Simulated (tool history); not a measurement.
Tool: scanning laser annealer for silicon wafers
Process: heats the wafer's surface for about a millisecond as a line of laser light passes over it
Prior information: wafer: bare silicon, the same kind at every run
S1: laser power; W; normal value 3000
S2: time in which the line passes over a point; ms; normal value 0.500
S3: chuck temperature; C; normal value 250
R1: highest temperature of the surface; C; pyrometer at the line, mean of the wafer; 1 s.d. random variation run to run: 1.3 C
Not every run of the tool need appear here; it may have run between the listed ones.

Run 1, hour 0.0: usual settings. Result: R1 1040 C.
Run 2, hour 40.9: usual settings. Result: R1 1035 C.
Run 3, hour 74.5: usual settings but S3 262 C. Result: R1 1050 C.
Run 4, hour 120.2: usual settings but S3 262 C. Result: R1 1047 C.
Run 5, hour 164.9: usual settings. Result: R1 1036 C.
Run 6, hour 206.5: usual settings. Result: R1 1036 C.
Run 7, hour 235.3: usual settings. Result: R1 1033 C.
Run 8, hour 275.4: usual settings. Result: R1 1033 C.
Run 9, hour 308.8: usual settings. Result: R1 1031 C.
At hour 318.1: optics aligned, line set to its width.
Run 10, hour 346.8: usual settings. Result: R1 1027 C.
Run 11, hour 389.3: usual settings but S2 0.590 ms, S3 222 C. Result: R1 1057 C.
Run 12, hour 432.9: usual settings but S1 2884 W. Result: R1 995 C.
At hour 461.4: optics aligned, line set to its width, once more.
Run 13, hour 466.9: usual settings but S1 2884 W. Result: R1 1008 C.
At hour 473.0: window over the wafer cleaned.
Run 14, hour 514.6: usual settings but S1 3019 W, S2 0.602 ms, S3 262 C. Result: R1 1137 C.
Run 15, hour 551.8: usual settings but S1 2908 W, S2 0.424 ms, S3 289 C. Result: R1 1013 C.

Below are 4 alternative next runs, each starting from the tool's condition after run 15. Predict each:
Run A, hour 577.7: usual settings but S1 2932 W, S2 0.473 ms. Result: R1 ?.
Run B, hour 577.7: usual settings but S1 2617 W, S2 0.374 ms, S3 241 C. Result: R1 ?.
Run C, hour 577.7: usual settings but S1 2908 W, S2 0.408 ms, S3 287 C. Result: R1 ?.
Run D, hour 577.7: usual settings but S2 0.463 ms. Result: R1 ?.

run    R1
  A  1014
  B   856
  C   998
  D  1024
Without the tool's unlogged condition, the same runs would have read:
run    R1
  A  1015
  B   857
  C   999
  D  1025
